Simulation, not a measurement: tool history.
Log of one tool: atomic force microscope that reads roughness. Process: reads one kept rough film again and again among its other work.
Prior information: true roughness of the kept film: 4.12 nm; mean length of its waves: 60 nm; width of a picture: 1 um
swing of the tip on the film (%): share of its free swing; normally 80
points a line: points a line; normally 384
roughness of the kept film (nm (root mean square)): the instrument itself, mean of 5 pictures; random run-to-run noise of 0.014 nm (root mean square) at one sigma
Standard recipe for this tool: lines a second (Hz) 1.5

run	day	lines a second (Hz)	swing of the tip on the film (%)	points a line	roughness of the kept film (nm (root mean square))
1	0	1.5	80	384	3.068
2	0.5	1.5	58	384	3.397
3	0.775	1.5	80	384	3.029
4	1.188	1.5	80	384	3.38
5	1.738	1.5	80	327	3.347
6	2.146	1.5	81	384	3.285
7	2.429	1.5	81	448	3.274
8	2.942	1.5	81	448	3.207
9	3.354	1.5	80	384	3.211
10	3.7	1.5	74	384	3.33
11	3.967	1.5	74	384	3.305
12	4.329	1.5	74	384	3.279
13	4.679	1.5	74	468	3.263
14	5.221	1.5	80	384	3.122
15	5.775	0.57	80	384	3.336
16	6.362	0.57	80	384	3.663
17	6.896	1.5	80	384	3.31
18	7.246	1.5	80	384	3.32
19	7.625	1.5	80	384	3.277
20	8.221	1.5	80	384	3.227
21	8.483	2.03	80	384	3.084
22	8.996	1.5	80	384	3.182
23	9.521	1.5	80	384	3.154
24	9.879	1.5	80	384	3.133
25	10.146	0.82	80	384	3.325
26	10.483	1.5	75	384	3.197
27	10.9	1.5	73	384	3.221
28	11.462	3.1	59	364	3.2
29	11.767	0.73	74	308	3.685
30	12.346	0.73	74	632	3.635
31	12.675	0.73	74	632	3.632
32	13.033	1.5	55	373	3.662
33	13.6	1.53	56	863	3.653
34	13.875	1.23	56	863	3.621
35	14.225	1.23	56	863	3.637
36	14.562	1.23	56	863	3.564
37	15.017	1.23	56	863	3.54
38	15.412	1.5	80	827	3.155
39	15.717	1.47	69	402	3.333
40	16.004	0.79	80	655	3.312
41	16.533	0.79	80	363	3.304
42	17.138	0.57	60	914	3.839
43	17.775	0.57	60	914	3.817
44	18.338	3.25	82	503	2.802
45	18.892	1.5	59	661	3.623
46	19.471	0.56	85	854	3.457
47	19.871	1.7	80	495	3.13
48	20.262	0.86	86	730	3.282
49	20.817	1.5	80	718	3.154
50	21.438	1.5	80	718	3.112
51	21.942	1.5	80	718	3.067
52	22.567	1.5	80	945	3.367

The log once held 7 entries between its listed runs, left out of this copy. Where does each go, and what is different about the tool's unlogged condition between the listed run before it and the listed run after it?
From run 3 to run 4: new tip fitted (day 1.058)
  radius of the tip, nm: 36 -> 11.6
  what was measured, less what the result would be without the hidden state, roughness of the kept film (nm (root mean square)): -0.345 -> -0.026
From run 15 to run 16: new tip fitted (day 6.317)
  radius of the tip, nm: 33.7 -> 11.5; height scale over the true one, %: -0.15 -> -0.16
  what was measured, less what the result would be without the hidden state, roughness of the kept film (nm (root mean square)): -0.347 -> -0.029
From run 28 to run 29: new tip fitted (day 11.575)
  radius of the tip, nm: 36.3 -> 12.5
  what was measured, less what the result would be without the hidden state, roughness of the kept film (nm (root mean square)): -0.372 -> -0.047
From run 30 to run 31: height scale calibrated on a step standard (day 12.429)
  radius of the tip, nm: 15.5 -> 16.8; height scale over the true one, %: -0.19 -> -0.23
  what was measured, less what the result would be without the hidden state, roughness of the kept film (nm (root mean square)): -0.093 -> -0.115
From run 32 to run 33: height scale calibrated on a step standard, once more (day 13.462)
  radius of the tip, nm: 18.6 -> 20.9; height scale over the true one, %: -0.23 -> 0.09
  what was measured, less what the result would be without the hidden state, roughness of the kept film (nm (root mean square)): -0.145 -> -0.168
From run 41 to run 42: new tip fitted (day 16.883)
  radius of the tip, nm: 35 -> 11.3
  what was measured, less what the result would be without the hidden state, roughness of the kept film (nm (root mean square)): -0.354 -> -0.019
From run 51 to run 52: new tip fitted (day 22.133)
  radius of the tip, nm: 34 -> 12.2
  what was measured, less what the result would be without the hidden state, roughness of the kept film (nm (root mean square)): -0.317 -> -0.031
